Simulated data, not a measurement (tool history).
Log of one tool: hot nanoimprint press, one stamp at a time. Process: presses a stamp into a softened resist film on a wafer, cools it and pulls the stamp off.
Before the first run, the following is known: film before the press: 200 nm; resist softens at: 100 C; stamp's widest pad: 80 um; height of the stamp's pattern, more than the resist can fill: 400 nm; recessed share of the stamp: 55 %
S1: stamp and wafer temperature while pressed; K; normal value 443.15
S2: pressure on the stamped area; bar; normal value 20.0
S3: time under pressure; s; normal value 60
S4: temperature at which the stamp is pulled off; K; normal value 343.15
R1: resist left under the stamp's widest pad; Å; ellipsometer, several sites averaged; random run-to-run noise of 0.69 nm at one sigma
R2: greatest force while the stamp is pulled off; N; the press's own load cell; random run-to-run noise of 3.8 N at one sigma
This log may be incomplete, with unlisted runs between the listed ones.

{"run": 1, "day": 0.0, "S1": 443.15, "S2": 20.0, "S3": 60, "S4": 343.15, "R1": 824, "R2": 183}
{"run": 2, "day": 3.196, "S1": 443.15, "S2": 20.0, "S3": 33, "S4": 343.15, "R1": 1011, "R2": 202}
{"run": 3, "day": 4.683, "S1": 443.15, "S2": 18.7, "S3": 60, "S4": 343.15, "R1": 863, "R2": 207}
{"run": 4, "day": 7.917, "S1": 443.15, "S2": 17.8, "S3": 60, "S4": 343.15, "R1": 885, "R2": 219}
{"day": 9.075, "done": "plate thermocouple calibrated"}
{"day": 10.246, "done": "stamp cleaned and given a new release coat"}
{"run": 5, "day": 11.121, "S1": 443.15, "S2": 20.0, "S3": 37, "S4": 343.15, "R1": 1013, "R2": 205}
{"run": 6, "day": 14.288, "S1": 443.15, "S2": 20.0, "S3": 66, "S4": 343.15, "R1": 840, "R2": 205}
{"run": 7, "day": 17.167, "S1": 443.15, "S2": 20.0, "S3": 66, "S4": 343.15, "R1": 845, "R2": 210}
{"run": 8, "day": 20.321, "S1": 443.15, "S2": 24.5, "S3": 60, "S4": 343.15, "R1": 792, "R2": 227}

Predict the results of run 9:
{"day": 21.546, "done": "stamp cleaned and given a new release coat"}
{"run": 9, "day": 23.475, "S1": 443.15, "S2": 24.5, "S3": 60, "S4": 343.15, "R1": "?", "R2": "?"}

{"run 9": {"R1": 806, "R2": 197}}
Without the tool's hidden state the same run would have given R1 705 Å, R2 180 N.
